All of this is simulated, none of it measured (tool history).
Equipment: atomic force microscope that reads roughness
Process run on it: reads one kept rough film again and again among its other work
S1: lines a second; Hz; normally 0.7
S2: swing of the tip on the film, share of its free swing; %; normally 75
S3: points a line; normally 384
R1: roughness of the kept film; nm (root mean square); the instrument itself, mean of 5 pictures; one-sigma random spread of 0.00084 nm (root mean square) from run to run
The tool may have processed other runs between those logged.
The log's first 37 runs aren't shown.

| run | hour | S1 | S2 | S3 | R1 |
|---|---|---|---|---|---|
| 38 | 1058.5 | 0.774 | 81 | 396 | 0.6117 |
| 39 | 1077.1 | 0.7 | 67 | 539 | 0.6254 |
|  | 1094.3 | new tip fitted |
| 40 | 1096.3 | 0.7 | 67 | 539 | 0.6317 |
| 41 | 1136 | 0.969 | 85 | 582 | 0.6065 |
| 42 | 1158.3 | 0.536 | 68 | 581 | 0.6323 |
| 43 | 1188.4 | 3.991 | 67 | 525 | 0.5872 |
| 44 | 1216.4 | 3.991 | 67 | 525 | 0.5868 |
| 45 | 1234.7 | 0.622 | 75 | 520 | 0.6242 |
| 46 | 1263.6 | 2.967 | 81 | 384 | 0.5573 |
| 47 | 1302.4 | 2.967 | 81 | 384 | 0.5569 |
| 48 | 1331.3 | 0.7 | 61 | 384 | 0.6278 |
| 49 | 1354.5 | 0.7 | 61 | 384 | 0.6271 |
| 50 | 1378.3 | 2.392 | 75 | 384 | 0.5852 |
|  | 1394.9 | new tip fitted |
| 51 | 1414.2 | 2.392 | 75 | 490 | 0.5905 |
| 52 | 1432.9 | 2.392 | 75 | 490 | 0.5885 |
| 53 | 1454.1 | 0.64 | 58 | 1010 | 0.6338 |

Alternative continuations, all from the tool just after run 53; predict every row:
| A | 1481 | 0.64 | 58 | 621 | ? |
| B | 1481 | 1.574 | 61 | 844 | ? |
| C | 1481 | 0.64 | 58 | 974 | ? |
| D | 1481 | 0.7 | 70 | 384 | ? |

| run | R1 |
|---|---|
| A | 0.6338 |
| B | 0.6238 |
| C | 0.6347 |
| D | 0.6271 |
With no hidden state in the tool, these same runs would have given:
| run | R1 |
|---|---|
| A | 0.6424 |
| B | 0.6323 |
| C | 0.6434 |
| D | 0.6357 |
